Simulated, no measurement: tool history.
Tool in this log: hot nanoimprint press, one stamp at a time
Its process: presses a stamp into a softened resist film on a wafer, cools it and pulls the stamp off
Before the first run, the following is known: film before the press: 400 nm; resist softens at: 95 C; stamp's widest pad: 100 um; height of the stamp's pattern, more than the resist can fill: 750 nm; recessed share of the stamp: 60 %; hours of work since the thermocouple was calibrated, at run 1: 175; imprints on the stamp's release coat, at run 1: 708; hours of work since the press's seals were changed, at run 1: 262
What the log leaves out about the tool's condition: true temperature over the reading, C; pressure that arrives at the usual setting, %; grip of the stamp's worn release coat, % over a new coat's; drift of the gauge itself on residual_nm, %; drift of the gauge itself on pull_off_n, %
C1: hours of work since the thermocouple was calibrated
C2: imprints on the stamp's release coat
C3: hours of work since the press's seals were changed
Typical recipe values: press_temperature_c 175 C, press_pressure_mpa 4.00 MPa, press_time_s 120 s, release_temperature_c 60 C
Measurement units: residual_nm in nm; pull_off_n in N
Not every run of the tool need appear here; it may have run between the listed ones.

run 1 hour=0.0 | press_temperature_c=175 press_pressure_mpa=4.00 press_time_s=120 release_temperature_c=60 | C1=175 C2=708 C3=262 | residual_nm=206.4 pull_off_n=154
run 2 hour=8.2 | press_temperature_c=175 press_pressure_mpa=4.00 press_time_s=120 release_temperature_c=60 | C1=181 C2=740 C3=268 | residual_nm=207.8 pull_off_n=149
run 3 hour=16.4 | press_temperature_c=175 press_pressure_mpa=4.00 press_time_s=140 release_temperature_c=60 | C1=188 C2=771 C3=275 | residual_nm=194.8 pull_off_n=155
run 4 hour=20.5 | press_temperature_c=175 press_pressure_mpa=3.38 press_time_s=120 release_temperature_c=60 | C1=191 C2=786 C3=278 | residual_nm=224.6 pull_off_n=154
run 5 hour=25.8 | press_temperature_c=175 press_pressure_mpa=3.88 press_time_s=120 release_temperature_c=60 | C1=195 C2=806 C3=282 | residual_nm=205.7 pull_off_n=157
run 6 hour=31.7 | press_temperature_c=175 press_pressure_mpa=3.88 press_time_s=120 release_temperature_c=60 | C1=199 C2=829 C3=286 | residual_nm=210.3 pull_off_n=156
run 7 hour=39.7 | press_temperature_c=175 press_pressure_mpa=4.00 press_time_s=120 release_temperature_c=60 | C1=206 C2=859 C3=292 | residual_nm=205.1 pull_off_n=155
run 8 hour=49.0 | press_temperature_c=173 press_pressure_mpa=4.00 press_time_s=120 release_temperature_c=60 | C1=213 C2=895 C3=300 | residual_nm=220.6 pull_off_n=162
run 9 hour=57.9 | press_temperature_c=173 press_pressure_mpa=4.00 press_time_s=120 release_temperature_c=60 | C1=220 C2=928 C3=306 | residual_nm=221.8 pull_off_n=160
run 10 hour=65.0 | press_temperature_c=173 press_pressure_mpa=4.00 press_time_s=120 release_temperature_c=60 | C1=225 C2=955 C3=312 | residual_nm=220.8 pull_off_n=160
run 11 hour=69.7 | press_temperature_c=173 press_pressure_mpa=4.00 press_time_s=120 release_temperature_c=60 | C1=229 C2=973 C3=315 | residual_nm=219.9 pull_off_n=165
run 12 hour=75.4 | press_temperature_c=173 press_pressure_mpa=4.00 press_time_s=120 release_temperature_c=60 | C1=233 C2=995 C3=320 | residual_nm=219.5 pull_off_n=161
run 13 hour=84.1 | press_temperature_c=175 press_pressure_mpa=4.00 press_time_s=120 release_temperature_c=60 | C1=240 C2=1028 C3=327 | residual_nm=204.2 pull_off_n=163
run 14 hour=90.4 | press_temperature_c=175 press_pressure_mpa=4.00 press_time_s=120 release_temperature_c=60 | C1=245 C2=1052 C3=331 | residual_nm=205.0 pull_off_n=161
run 15 hour=97.9 | press_temperature_c=175 press_pressure_mpa=4.00 press_time_s=120 release_temperature_c=60 | C1=250 C2=1081 C3=337 | residual_nm=201.4 pull_off_n=159
run 16 hour=103.3 | press_temperature_c=179 press_pressure_mpa=5.89 press_time_s=129 release_temperature_c=51 | C1=254 C2=1101 C3=341 | residual_nm=140.6 pull_off_n=184
run 17 hour=108.7 | press_temperature_c=185 press_pressure_mpa=6.12 press_time_s=68 release_temperature_c=54 | C1=259 C2=1122 C3=346 | residual_nm=137.7 pull_off_n=174
run 18 hour=112.6 | press_temperature_c=185 press_pressure_mpa=6.12 press_time_s=68 release_temperature_c=54 | C1=262 C2=1137 C3=348 | residual_nm=138.4 pull_off_n=178
-- hour=118.6 plate thermocouple calibrated
run 19 hour=120.7 | press_temperature_c=185 press_pressure_mpa=6.12 press_time_s=161 release_temperature_c=54 | C1=2 C2=1156 C3=352 | residual_nm=105.0 pull_off_n=181
run 20 hour=125.1 | press_temperature_c=172 press_pressure_mpa=6.12 press_time_s=83 release_temperature_c=50 | C1=5 C2=1173 C3=356 | residual_nm=221.2 pull_off_n=196
run 21 hour=129.4 | press_temperature_c=172 press_pressure_mpa=4.35 press_time_s=83 release_temperature_c=50 | C1=8 C2=1189 C3=359 | residual_nm=255.4 pull_off_n=197
run 22 hour=134.9 | press_temperature_c=172 press_pressure_mpa=4.35 press_time_s=83 release_temperature_c=50 | C1=13 C2=1210 C3=363 | residual_nm=253.8 pull_off_n=205
run 23 hour=141.4 | press_temperature_c=179 press_pressure_mpa=2.99 press_time_s=104 release_temperature_c=60 | C1=18 C2=1235 C3=368 | residual_nm=223.6 pull_off_n=167
run 24 hour=147.7 | press_temperature_c=182 press_pressure_mpa=2.99 press_time_s=184 release_temperature_c=48 | C1=22 C2=1258 C3=373 | residual_nm=164.5 pull_off_n=204
run 25 hour=154.9 | press_temperature_c=182 press_pressure_mpa=2.99 press_time_s=184 release_temperature_c=48 | C1=28 C2=1286 C3=379 | residual_nm=163.2 pull_off_n=217
run 26 hour=162.1 | press_temperature_c=177 press_pressure_mpa=2.99 press_time_s=238 release_temperature_c=48 | C1=34 C2=1313 C3=384 | residual_nm=181.9 pull_off_n=207
run 27 hour=166.3 | press_temperature_c=177 press_pressure_mpa=2.99 press_time_s=238 release_temperature_c=48 | C1=37 C2=1329 C3=387 | residual_nm=179.3 pull_off_n=206
run 28 hour=173.6 | press_temperature_c=175 press_pressure_mpa=2.66 press_time_s=123 release_temperature_c=57 | C1=42 C2=1357 C3=393 | residual_nm=251.8 pull_off_n=186
-- hour=181.7 stamp cleaned and given a new release coat
run 29 hour=184.2 | press_temperature_c=164 press_pressure_mpa=4.00 press_time_s=184 release_temperature_c=58 | C1=46 C2=10 C3=397 | residual_nm=276.9 pull_off_n=138

Here are 4 independent what-if runs from the current tool condition. What would each one return?
run A hour=191.5 | press_temperature_c=179 press_pressure_mpa=4.00 press_time_s=184 release_temperature_c=58 | C1=51 C2=37 C3=402 | residual_nm=? pull_off_n=?
run B hour=191.5 | press_temperature_c=173 press_pressure_mpa=4.00 press_time_s=184 release_temperature_c=58 | C1=51 C2=37 C3=402 | residual_nm=? pull_off_n=?
run C hour=191.5 | press_temperature_c=185 press_pressure_mpa=4.00 press_time_s=184 release_temperature_c=58 | C1=51 C2=37 C3=402 | residual_nm=? pull_off_n=?
run D hour=191.5 | press_temperature_c=175 press_pressure_mpa=3.25 press_time_s=183 release_temperature_c=68 | C1=51 C2=37 C3=402 | residual_nm=? pull_off_n=?

run=A residual_nm=157.6 pull_off_n=141
run=B residual_nm=199.6 pull_off_n=142
run=C residual_nm=126.1 pull_off_n=143
run=D residual_nm=203.6 pull_off_n=116
Stripped of hidden state, with their random variation kept, the same runs would have yielded:
run=A residual_nm=157.6 pull_off_n=141
run=B residual_nm=199.8 pull_off_n=142
run=C residual_nm=126.0 pull_off_n=143
run=D residual_nm=204.2 pull_off_n=117

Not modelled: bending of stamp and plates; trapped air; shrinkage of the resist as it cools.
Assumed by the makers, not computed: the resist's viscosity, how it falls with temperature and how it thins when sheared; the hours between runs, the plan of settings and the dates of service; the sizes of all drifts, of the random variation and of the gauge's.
